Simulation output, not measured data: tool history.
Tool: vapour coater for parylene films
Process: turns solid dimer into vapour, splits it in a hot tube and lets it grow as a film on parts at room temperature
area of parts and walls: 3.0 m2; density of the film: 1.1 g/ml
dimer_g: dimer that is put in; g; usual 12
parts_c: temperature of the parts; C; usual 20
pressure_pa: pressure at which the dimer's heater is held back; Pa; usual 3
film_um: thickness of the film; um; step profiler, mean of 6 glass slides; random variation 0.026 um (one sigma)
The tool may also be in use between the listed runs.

{"run": 1, "hour": 0.0, "dimer_g": 12, "parts_c": 20, "pressure_pa": 3, "film_um": 2.03}
{"run": 2, "hour": 10.3, "dimer_g": 12, "parts_c": 20, "pressure_pa": 3, "film_um": 2.03}
{"run": 3, "hour": 24.5, "dimer_g": 12, "parts_c": 20, "pressure_pa": 3, "film_um": 2.04}
{"run": 4, "hour": 38.6, "dimer_g": 12, "parts_c": 20, "pressure_pa": 3, "film_um": 2.02}
{"run": 5, "hour": 52.9, "dimer_g": 12, "parts_c": 20, "pressure_pa": 3, "film_um": 2}
{"run": 6, "hour": 60.1, "dimer_g": 12, "parts_c": 20, "pressure_pa": 3, "film_um": 2}
{"run": 7, "hour": 70.3, "dimer_g": 12, "parts_c": 20, "pressure_pa": 3, "film_um": 1.99}
{"run": 8, "hour": 84.9, "dimer_g": 5, "parts_c": 20, "pressure_pa": 3, "film_um": 0.83}
{"run": 9, "hour": 92.1, "dimer_g": 12, "parts_c": 20, "pressure_pa": 3, "film_um": 1.94}
{"run": 10, "hour": 101.4, "dimer_g": 12, "parts_c": 20, "pressure_pa": 10.9, "film_um": 1.79}
{"run": 11, "hour": 113.0, "dimer_g": 12, "parts_c": 20, "pressure_pa": 10.9, "film_um": 1.79}
{"run": 12, "hour": 125.5, "dimer_g": 12, "parts_c": 20, "pressure_pa": 3, "film_um": 1.96}
{"run": 13, "hour": 133.3, "dimer_g": 12, "parts_c": 20, "pressure_pa": 3, "film_um": 1.98}
{"run": 14, "hour": 142.3, "dimer_g": 12, "parts_c": 20, "pressure_pa": 3, "film_um": 1.95}
{"run": 15, "hour": 153.9, "dimer_g": 12, "parts_c": 20, "pressure_pa": 2.84, "film_um": 1.96}
{"run": 16, "hour": 167.6, "dimer_g": 12, "parts_c": 20, "pressure_pa": 2.57, "film_um": 1.97}
{"run": 17, "hour": 181.0, "dimer_g": 12, "parts_c": 20, "pressure_pa": 2.57, "film_um": 1.95}
{"run": 18, "hour": 188.3, "dimer_g": 12, "parts_c": 20, "pressure_pa": 2.57, "film_um": 1.95}
{"run": 19, "hour": 200.5, "dimer_g": 10, "parts_c": 20, "pressure_pa": 2.57, "film_um": 1.61}
{"run": 20, "hour": 212.9, "dimer_g": 12, "parts_c": 16, "pressure_pa": 3, "film_um": 2.05}
{"hour": 214.9, "done": "table's thermometer calibrated"}
{"run": 21, "hour": 226.1, "dimer_g": 12, "parts_c": 16, "pressure_pa": 3, "film_um": 2.06}
{"run": 22, "hour": 234.1, "dimer_g": 12, "parts_c": 16, "pressure_pa": 3, "film_um": 2.06}
{"run": 23, "hour": 241.0, "dimer_g": 12, "parts_c": 16, "pressure_pa": 3, "film_um": 2.04}
{"run": 24, "hour": 251.0, "dimer_g": 12, "parts_c": 16, "pressure_pa": 3, "film_um": 1.99}
{"run": 25, "hour": 261.5, "dimer_g": 12, "parts_c": 15, "pressure_pa": 6.28, "film_um": 1.96}
{"run": 26, "hour": 273.1, "dimer_g": 14, "parts_c": 15, "pressure_pa": 6.28, "film_um": 2.27}
{"run": 27, "hour": 284.1, "dimer_g": 14, "parts_c": 14, "pressure_pa": 6.28, "film_um": 2.25}
{"run": 28, "hour": 294.0, "dimer_g": 11, "parts_c": 22, "pressure_pa": 3, "film_um": 1.67}
{"hour": 299.2, "done": "table's thermometer calibrated, once more"}
{"run": 29, "hour": 306.0, "dimer_g": 11, "parts_c": 22, "pressure_pa": 3, "film_um": 1.65}
{"run": 30, "hour": 314.3, "dimer_g": 20, "parts_c": 24, "pressure_pa": 3, "film_um": 2.88}
{"run": 31, "hour": 326.0, "dimer_g": 20, "parts_c": 25, "pressure_pa": 6.81, "film_um": 2.66}
{"run": 32, "hour": 341.0, "dimer_g": 20, "parts_c": 31, "pressure_pa": 9.53, "film_um": 2.36}
{"run": 33, "hour": 347.4, "dimer_g": 20, "parts_c": 31, "pressure_pa": 9.53, "film_um": 2.39}
{"run": 34, "hour": 359.6, "dimer_g": 17, "parts_c": 31, "pressure_pa": 5.58, "film_um": 2.11}
{"run": 35, "hour": 370.2, "dimer_g": 17, "parts_c": 31, "pressure_pa": 5.58, "film_um": 2.1}
{"hour": 376.7, "done": "trap's valve overhauled"}
{"run": 36, "hour": 384.2, "dimer_g": 11, "parts_c": 23, "pressure_pa": 4.71, "film_um": 1.72}
{"run": 37, "hour": 393.4, "dimer_g": 15, "parts_c": 32, "pressure_pa": 3, "film_um": 2.09}
{"run": 38, "hour": 399.6, "dimer_g": 9, "parts_c": 20, "pressure_pa": 6.16, "film_um": 1.4}
{"run": 39, "hour": 411.9, "dimer_g": 9, "parts_c": 20, "pressure_pa": 6.16, "film_um": 1.42}
{"run": 40, "hour": 420.6, "dimer_g": 9, "parts_c": 20, "pressure_pa": 6.16, "film_um": 1.42}
{"run": 41, "hour": 427.3, "dimer_g": 9, "parts_c": 20, "pressure_pa": 6.16, "film_um": 1.44}
{"run": 42, "hour": 433.8, "dimer_g": 12, "parts_c": 20, "pressure_pa": 3.53, "film_um": 1.99}
{"run": 43, "hour": 443.6, "dimer_g": 14, "parts_c": 15, "pressure_pa": 2.61, "film_um": 2.54}
{"run": 44, "hour": 458.7, "dimer_g": 14, "parts_c": 15, "pressure_pa": 2.61, "film_um": 2.51}
{"run": 45, "hour": 469.2, "dimer_g": 10, "parts_c": 12, "pressure_pa": 2.01, "film_um": 1.93}
{"run": 46, "hour": 477.3, "dimer_g": 10, "parts_c": 17, "pressure_pa": 4.63, "film_um": 1.71}

Forecast each of these 4 alternatives for the next run:
{"run": "A", "hour": 488.8, "dimer_g": 14, "parts_c": 29, "pressure_pa": 4.63, "film_um": "?"}
{"run": "B", "hour": 488.8, "dimer_g": 10, "parts_c": 16, "pressure_pa": 4.63, "film_um": "?"}
{"run": "C", "hour": 488.8, "dimer_g": 10, "parts_c": 30, "pressure_pa": 9.8, "film_um": "?"}
{"run": "D", "hour": 488.8, "dimer_g": 10, "parts_c": 14, "pressure_pa": 2.35, "film_um": "?"}

run=A film_um=1.92
run=B film_um=1.66
run=C film_um=1.3
run=D film_um=1.84
Without the tool's hidden state the same runs would have given:
run=A film_um=1.98
run=B film_um=1.71
run=C film_um=1.34
run=D film_um=1.9

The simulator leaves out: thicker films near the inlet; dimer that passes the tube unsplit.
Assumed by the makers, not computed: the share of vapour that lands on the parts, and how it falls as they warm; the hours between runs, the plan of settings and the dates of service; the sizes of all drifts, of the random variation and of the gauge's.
